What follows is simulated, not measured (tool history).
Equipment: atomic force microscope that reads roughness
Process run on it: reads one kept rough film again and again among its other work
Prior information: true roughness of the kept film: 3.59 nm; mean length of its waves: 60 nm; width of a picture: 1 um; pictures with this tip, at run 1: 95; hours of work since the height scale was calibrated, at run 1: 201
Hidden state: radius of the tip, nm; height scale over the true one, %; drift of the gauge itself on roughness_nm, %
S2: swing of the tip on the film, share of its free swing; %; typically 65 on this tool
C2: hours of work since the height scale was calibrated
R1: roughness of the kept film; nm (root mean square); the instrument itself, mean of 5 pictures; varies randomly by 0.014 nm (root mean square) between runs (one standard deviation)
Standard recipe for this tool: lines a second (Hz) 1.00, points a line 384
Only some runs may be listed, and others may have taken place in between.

Run 1, hour 0.0: usual settings; pictures with this tip 95; C2 201. Result: R1 3.249 nm (root mean square).
Run 2, hour 7.9: usual settings; pictures with this tip 105; C2 205. Result: R1 3.230 nm (root mean square).
Run 3, hour 16.9: usual settings; pictures with this tip 116; C2 209. Result: R1 3.244 nm (root mean square).
Run 4, hour 25.0: usual settings; pictures with this tip 127; C2 213. Result: R1 3.209 nm (root mean square).
Run 5, hour 38.5: usual settings; pictures with this tip 144; C2 220. Result: R1 3.191 nm (root mean square).
Run 6, hour 52.1: usual settings; pictures with this tip 162; C2 226. Result: R1 3.169 nm (root mean square).
At hour 54.4: new tip fitted.
Run 7, hour 67.4: usual settings; pictures with this tip 17; C2 233. Result: R1 3.367 nm (root mean square).
Run 8, hour 82.2: usual settings; pictures with this tip 36; C2 240. Result: R1 3.322 nm (root mean square).
Run 9, hour 92.2: usual settings but points a line 306; pictures with this tip 49; C2 245. Result: R1 3.295 nm (root mean square).
Run 10, hour 106.3: usual settings but points a line 306; pictures with this tip 68; C2 252. Result: R1 3.276 nm (root mean square).
Run 11, hour 119.2: usual settings but lines a second (Hz) 2.88; pictures with this tip 84; C2 258. Result: R1 3.103 nm (root mean square).
Run 12, hour 133.7: usual settings; pictures with this tip 103; C2 265. Result: R1 3.249 nm (root mean square).
Run 13, hour 148.1: usual settings but lines a second (Hz) 2.51; pictures with this tip 122; C2 272. Result: R1 3.067 nm (root mean square).
Run 14, hour 159.5: usual settings but points a line 333; pictures with this tip 137; C2 278. Result: R1 3.174 nm (root mean square).
Run 15, hour 167.5: usual settings but S2 66 %; pictures with this tip 147; C2 282. Result: R1 3.188 nm (root mean square).
Run 16, hour 178.0: usual settings but S2 66 %; pictures with this tip 160; C2 287. Result: R1 3.162 nm (root mean square).
At hour 181.6: new tip fitted.
Run 17, hour 184.7: usual settings but points a line 466; pictures with this tip 4; C2 290. Result: R1 3.401 nm (root mean square).
Run 18, hour 195.6: usual settings but points a line 466; pictures with this tip 19; C2 295. Result: R1 3.381 nm (root mean square).
Run 19, hour 210.3: usual settings but points a line 466; pictures with this tip 38; C2 302. Result: R1 3.344 nm (root mean square).
Run 20, hour 225.5: usual settings but points a line 466; pictures with this tip 57; C2 309. Result: R1 3.299 nm (root mean square).
Run 21, hour 237.9: usual settings but points a line 466; pictures with this tip 73; C2 315. Result: R1 3.323 nm (root mean square).
Run 22, hour 245.2: usual settings but points a line 537; pictures with this tip 83; C2 319. Result: R1 3.279 nm (root mean square).
Run 23, hour 253.1: usual settings but lines a second (Hz) 1.40, S2 78 %; pictures with this tip 93; C2 323. Result: R1 3.063 nm (root mean square).
Run 24, hour 262.6: usual settings but S2 63 %, points a line 662; pictures with this tip 106; C2 327. Result: R1 3.226 nm (root mean square).
Run 25, hour 274.3: usual settings but S2 67 %, points a line 476; pictures with this tip 121; C2 333. Result: R1 3.234 nm (root mean square).
Run 26, hour 286.2: usual settings but S2 67 %, points a line 476; pictures with this tip 136; C2 339. Result: R1 3.201 nm (root mean square).
Run 27, hour 299.5: usual settings but lines a second (Hz) 3.84, S2 88 %, points a line 649; pictures with this tip 153; C2 345. Result: R1 2.327 nm (root mean square).
At hour 308.3: new tip fitted.
Run 28, hour 309.1: usual settings but lines a second (Hz) 3.84, S2 58 %, points a line 649; pictures with this tip 1; C2 349. Result: R1 3.251 nm (root mean square).
Run 29, hour 321.6: usual settings but lines a second (Hz) 2.10, S2 58 %, points a line 776; pictures with this tip 17; C2 355. Result: R1 3.304 nm (root mean square).
Run 30, hour 331.6: usual settings but lines a second (Hz) 0.89, S2 56 %, points a line 836; pictures with this tip 30; C2 360. Result: R1 3.393 nm (root mean square).
Run 31, hour 344.3: usual settings but lines a second (Hz) 0.89, S2 56 %, points a line 836; pictures with this tip 47; C2 366. Result: R1 3.368 nm (root mean square).
Run 32, hour 350.6: usual settings but lines a second (Hz) 2.82, S2 56 %, points a line 836; pictures with this tip 55; C2 369. Result: R1 3.249 nm (root mean square).
Run 33, hour 364.4: usual settings but lines a second (Hz) 0.52; pictures with this tip 73; C2 376. Result: R1 3.318 nm (root mean square).
Run 34, hour 377.0: usual settings but lines a second (Hz) 0.52; pictures with this tip 89; C2 382. Result: R1 3.328 nm (root mean square).
Run 35, hour 383.8: usual settings but lines a second (Hz) 1.31; pictures with this tip 98; C2 385. Result: R1 3.213 nm (root mean square).
Run 36, hour 392.5: usual settings but lines a second (Hz) 1.31; pictures with this tip 109; C2 390. Result: R1 3.200 nm (root mean square).
Run 37, hour 400.1: usual settings but lines a second (Hz) 0.54, S2 62 %, points a line 527; pictures with this tip 119; C2 393. Result: R1 3.275 nm (root mean square).
Run 38, hour 415.0: usual settings but lines a second (Hz) 1.78, S2 88 %, points a line 954; pictures with this tip 138; C2 401. Result: R1 2.773 nm (root mean square).
Run 39, hour 426.7: usual settings but lines a second (Hz) 1.97; pictures with this tip 153; C2 406. Result: R1 3.085 nm (root mean square).
At hour 435.1: new tip fitted.
Run 40, hour 438.0: usual settings but lines a second (Hz) 2.99, S2 61 %, points a line 527; pictures with this tip 3; C2 411. Result: R1 3.282 nm (root mean square).
Run 41, hour 450.5: usual settings but lines a second (Hz) 1.96, S2 61 %, points a line 945; pictures with this tip 20; C2 417. Result: R1 3.310 nm (root mean square).
Run 42, hour 463.3: usual settings but lines a second (Hz) 3.12, S2 64 %, points a line 510; pictures with this tip 36; C2 424. Result: R1 3.147 nm (root mean square).
Run 43, hour 476.2: usual settings but lines a second (Hz) 3.12, S2 64 %, points a line 510; pictures with this tip 53; C2 430. Result: R1 3.119 nm (root mean square).
Run 44, hour 488.5: usual settings but lines a second (Hz) 1.12, S2 76 %, points a line 605; pictures with this tip 69; C2 436. Result: R1 3.179 nm (root mean square).

Branching from run 44: 4 alternative next runs. What would each branch give?
Run A, hour 503.2: usual settings but lines a second (Hz) 1.12, S2 57 %, points a line 605; pictures with this tip 88; C2 443. Result: R1 ?.
Run B, hour 503.2: usual settings but lines a second (Hz) 0.72, S2 80 %, points a line 605; pictures with this tip 88; C2 443. Result: R1 ?.
Run C, hour 503.2: usual settings but lines a second (Hz) 2.66, points a line 545; pictures with this tip 88; C2 443. Result: R1 ?.
Run D, hour 503.2: usual settings but lines a second (Hz) 2.01, S2 76 %, points a line 605; pictures with this tip 88; C2 443. Result: R1 ?.

run     R1
  A  3.295
  B  3.183
  C  3.063
  D  3.020
Without the tool's unlogged condition, the same runs would have read:
run     R1
  A  3.446
  B  3.329
  C  3.204
  D  3.158
